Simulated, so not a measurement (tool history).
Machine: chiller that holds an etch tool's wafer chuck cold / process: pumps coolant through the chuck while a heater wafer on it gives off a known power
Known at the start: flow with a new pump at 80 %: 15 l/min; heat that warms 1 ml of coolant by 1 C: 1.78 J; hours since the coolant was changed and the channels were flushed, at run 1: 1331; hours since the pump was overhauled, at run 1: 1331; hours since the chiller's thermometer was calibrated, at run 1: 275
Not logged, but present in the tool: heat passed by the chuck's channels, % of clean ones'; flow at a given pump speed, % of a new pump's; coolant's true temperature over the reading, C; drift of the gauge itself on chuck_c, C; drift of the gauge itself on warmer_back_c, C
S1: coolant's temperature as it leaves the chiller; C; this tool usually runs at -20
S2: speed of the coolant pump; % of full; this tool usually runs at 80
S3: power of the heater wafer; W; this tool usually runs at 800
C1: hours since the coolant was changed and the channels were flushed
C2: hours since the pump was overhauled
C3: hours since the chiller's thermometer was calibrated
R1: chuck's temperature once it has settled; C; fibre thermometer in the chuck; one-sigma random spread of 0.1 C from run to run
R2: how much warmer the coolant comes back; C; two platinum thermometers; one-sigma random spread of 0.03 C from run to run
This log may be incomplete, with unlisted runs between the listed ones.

Run 1, day 0: usual settings; C1 1331; C2 1331; C3 275. Result: R1 -12.5 C, R2 1.91 C.
Run 2, day 1.383: usual settings; C1 1364; C2 1364; C3 308. Result: R1 -12.6 C, R2 1.87 C.
Run 3, day 2.183: usual settings; C1 1384; C2 1384; C3 327. Result: R1 -12.7 C, R2 1.9 C.
Run 4, day 3.538: usual settings; C1 1416; C2 1416; C3 360. Result: R1 -12.6 C, R2 1.89 C.
Run 5, day 4.388: usual settings but S1 -15 C; C1 1437; C2 1437; C3 380. Result: R1 -7.5 C, R2 1.85 C.
Run 6, day 5.112: usual settings but S1 -17 C; C1 1454; C2 1454; C3 397. Result: R1 -9.6 C, R2 1.89 C.
Run 7, day 6.488: usual settings but S2 85 % of full; C1 1487; C2 1487; C3 430. Result: R1 -12.9 C, R2 1.77 C.
Run 8, day 7.708: usual settings but S2 97 % of full; C1 1516; C2 1516; C3 460. Result: R1 -13.7 C, R2 1.54 C.
Run 9, day 8.667: usual settings but S2 97 % of full; C1 1539; C2 1539; C3 483. Result: R1 -13.7 C, R2 1.55 C.
Run 10, day 9.346: usual settings but S2 97 % of full; C1 1556; C2 1556; C3 499. Result: R1 -13.8 C, R2 1.51 C.
Run 11, day 10: usual settings but S2 97 % of full; C1 1571; C2 1571; C3 515. Result: R1 -13.6 C, R2 1.53 C.
Run 12, day 10.979: usual settings; C1 1595; C2 1595; C3 538. Result: R1 -12.6 C, R2 1.84 C.
Run 13, day 11.762: usual settings; C1 1614; C2 1614; C3 557. Result: R1 -12.5 C, R2 1.88 C.
Run 14, day 13.083: usual settings; C1 1645; C2 1645; C3 589. Result: R1 -12.6 C, R2 1.91 C.
Run 15, day 13.775: usual settings; C1 1662; C2 1662; C3 605. Result: R1 -12.5 C, R2 1.94 C.
At day 14.075: coolant pump overhauled.
Run 16, day 15.262: usual settings; C1 1692; C2 28; C3 636. Result: R1 -12.4 C, R2 1.98 C.
Run 17, day 16.779: usual settings; C1 1729; C2 65; C3 672. Result: R1 -12.5 C, R2 1.93 C.
Run 18, day 17.817: usual settings but S1 -26 C; C1 1754; C2 90; C3 697. Result: R1 -18.3 C, R2 1.91 C.
Run 19, day 19.179: usual settings but S2 60 % of full, S3 405 W; C1 1787; C2 123; C3 730. Result: R1 -15.2 C, R2 1.32 C.
Run 20, day 20.462: usual settings but S1 -25 C, S2 84 % of full, S3 643 W; C1 1817; C2 153; C3 761. Result: R1 -19 C, R2 1.52 C.
Run 21, day 21.975: usual settings but S1 -28 C, S2 98 % of full, S3 788 W; C1 1854; C2 190; C3 797. Result: R1 -21.7 C, R2 1.55 C.
At day 22.829: coolant pump overhauled, once more.
Run 22, day 23.175: usual settings but S2 99 % of full, S3 637 W; C1 1877; C2 8; C3 821. Result: R1 -15.2 C, R2 1.11 C.
Run 23, day 23.962: usual settings but S2 64 % of full, S3 425 W; C1 1896; C2 27; C3 840. Result: R1 -15.5 C, R2 1.18 C.
Run 24, day 25.421: usual settings but S2 72 % of full, S3 425 W; C1 1931; C2 62; C3 875. Result: R1 -15.9 C, R2 1.13 C.
Run 25, day 26.029: usual settings but S2 100 % of full; C1 1946; C2 77; C3 889. Result: R1 -13.9 C, R2 1.39 C.
Run 26, day 27.021: usual settings but S2 100 % of full; C1 1970; C2 101; C3 913. Result: R1 -14 C, R2 1.42 C.
Run 27, day 27.688: usual settings but S1 -26 C, S2 100 % of full; C1 1986; C2 117; C3 929. Result: R1 -20 C, R2 1.42 C.
Run 28, day 28.496: usual settings but S1 -26 C, S2 100 % of full; C1 2005; C2 136; C3 949. Result: R1 -19.8 C, R2 1.44 C.
Run 29, day 29.162: usual settings but S1 -26 C, S2 100 % of full; C1 2021; C2 152; C3 965. Result: R1 -20 C, R2 1.45 C.
Run 30, day 30.683: usual settings but S1 -26 C, S2 82 % of full, S3 1003 W; C1 2058; C2 189; C3 1001. Result: R1 -17 C, R2 2.21 C.
Run 31, day 31.775: usual settings but S2 79 % of full, S3 1160 W; C1 2084; C2 215; C3 1027. Result: R1 -9.3 C, R2 2.64 C.
Run 32, day 33.062: usual settings but S1 -14 C, S2 85 % of full; C1 2115; C2 246; C3 1058. Result: R1 -6.8 C, R2 1.77 C.
Run 33, day 34.579: usual settings but S1 -14 C, S2 85 % of full; C1 2151; C2 282; C3 1095. Result: R1 -7 C, R2 1.69 C.

How the hidden state differs across the entries between the runs, from the last listed run before each to the first after it:
Run 15 -> run 16: coolant pump overhauled (day 14.075)
  flow at a given pump speed, % of a new pump's: 95 -> 92.4
  the result without the hidden state subtracted from the measured one, R1: +0.6 -> +0.7 C; R2: +0.1 -> +0.15 C
Run 21 -> run 22: coolant pump overhauled, once more (day 22.829)
  heat passed by the chuck's channels, % of clean ones': 93.8 -> 93.7; flow at a given pump speed, % of a new pump's: 92 -> 99.8
  the result without the hidden state subtracted from the measured one, R1: +0.6 -> +0.2 C; R2: +0.12 -> +0 C
